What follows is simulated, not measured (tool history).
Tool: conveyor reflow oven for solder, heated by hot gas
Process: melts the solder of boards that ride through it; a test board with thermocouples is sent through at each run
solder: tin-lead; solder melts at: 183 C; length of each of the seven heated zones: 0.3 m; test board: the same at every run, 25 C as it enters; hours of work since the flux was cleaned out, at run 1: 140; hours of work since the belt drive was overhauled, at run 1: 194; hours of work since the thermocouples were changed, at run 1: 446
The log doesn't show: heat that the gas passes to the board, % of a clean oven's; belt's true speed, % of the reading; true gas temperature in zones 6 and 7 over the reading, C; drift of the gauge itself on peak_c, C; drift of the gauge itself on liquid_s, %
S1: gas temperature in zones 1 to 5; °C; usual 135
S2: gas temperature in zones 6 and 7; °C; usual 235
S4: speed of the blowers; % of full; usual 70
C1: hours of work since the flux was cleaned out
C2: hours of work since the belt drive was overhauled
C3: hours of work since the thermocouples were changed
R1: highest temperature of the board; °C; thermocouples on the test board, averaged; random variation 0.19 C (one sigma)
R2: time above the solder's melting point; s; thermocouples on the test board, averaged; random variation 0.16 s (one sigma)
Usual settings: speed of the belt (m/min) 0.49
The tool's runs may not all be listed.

run 1 hour=0 | S1=135 S2=235 speed_of_the_belt_(m/min)=0.49 S4=70 | C1=140 C2=194 C3=446 | R1=215.3 R2=51.8
run 2 hour=39.4 | S1=130 S2=235 speed_of_the_belt_(m/min)=0.49 S4=70 | C1=171 C2=225 C3=477 | R1=213.6 R2=49.2
run 3 hour=82.5 | S1=130 S2=235 speed_of_the_belt_(m/min)=0.49 S4=70 | C1=205 C2=258 C3=511 | R1=213.3 R2=48.8
-- hour=101 flux residue cleaned out of gas plates and filters
run 4 hour=136.2 | S1=130 S2=235 speed_of_the_belt_(m/min)=0.49 S4=70 | C1=27 C2=296 C3=549 | R1=214.4 R2=50.3
run 5 hour=183.6 | S1=135 S2=235 speed_of_the_belt_(m/min)=0.49 S4=70 | C1=65 C2=333 C3=586 | R1=215.2 R2=52.3
run 6 hour=230.8 | S1=135 S2=249 speed_of_the_belt_(m/min)=0.49 S4=63 | C1=101 C2=370 C3=623 | R1=224.5 R2=59
-- hour=236.9 belt drive overhauled, speed set with a stopwatch
run 7 hour=274 | S1=147 S2=225 speed_of_the_belt_(m/min)=0.49 S4=70 | C1=132 C2=29 C3=653 | R1=209 R2=51.2
run 8 hour=321.4 | S1=122 S2=233 speed_of_the_belt_(m/min)=0.391 S4=71 | C1=169 C2=66 C3=690 | R1=218.4 R2=65.7
run 9 hour=342.7 | S1=145 S2=234 speed_of_the_belt_(m/min)=0.391 S4=78 | C1=186 C2=83 C3=707 | R1=223 R2=78.7
run 10 hour=375.7 | S1=145 S2=234 speed_of_the_belt_(m/min)=0.391 S4=78 | C1=211 C2=108 C3=732 | R1=223.1 R2=78.7

Forecast each of these 5 alternatives for the next run:
-- hour=384.8 flux residue cleaned out of gas plates and filters
run A hour=422.8 | S1=145 S2=224 speed_of_the_belt_(m/min)=0.391 S4=78 | C1=30 C2=141 C3=765 | R1=? R2=?
-- hour=384.8 flux residue cleaned out of gas plates and filters
run B hour=422.8 | S1=135 S2=235 speed_of_the_belt_(m/min)=0.422 S4=70 | C1=30 C2=141 C3=765 | R1=? R2=?
-- hour=384.8 flux residue cleaned out of gas plates and filters
run C hour=422.8 | S1=126 S2=226 speed_of_the_belt_(m/min)=0.49 S4=70 | C1=30 C2=141 C3=765 | R1=? R2=?
-- hour=384.8 flux residue cleaned out of gas plates and filters
run D hour=422.8 | S1=145 S2=226 speed_of_the_belt_(m/min)=0.573 S4=68 | C1=30 C2=141 C3=765 | R1=? R2=?
-- hour=384.8 flux residue cleaned out of gas plates and filters
run E hour=422.8 | S1=129 S2=235 speed_of_the_belt_(m/min)=0.49 S4=50 | C1=30 C2=141 C3=765 | R1=? R2=?

run=A R1=215.1 R2=73
run=B R1=220.1 R2=66.3
run=C R1=205.9 R2=41.4
run=D R1=204.2 R2=38
run=E R1=207.5 R2=41.5
Without the tool's hidden state the same runs would have given:
run=A R1=215.7 R2=72.9
run=B R1=220.7 R2=66.1
run=C R1=206.5 R2=41.6
run=D R1=204.7 R2=38.3
run=E R1=208 R2=41.6
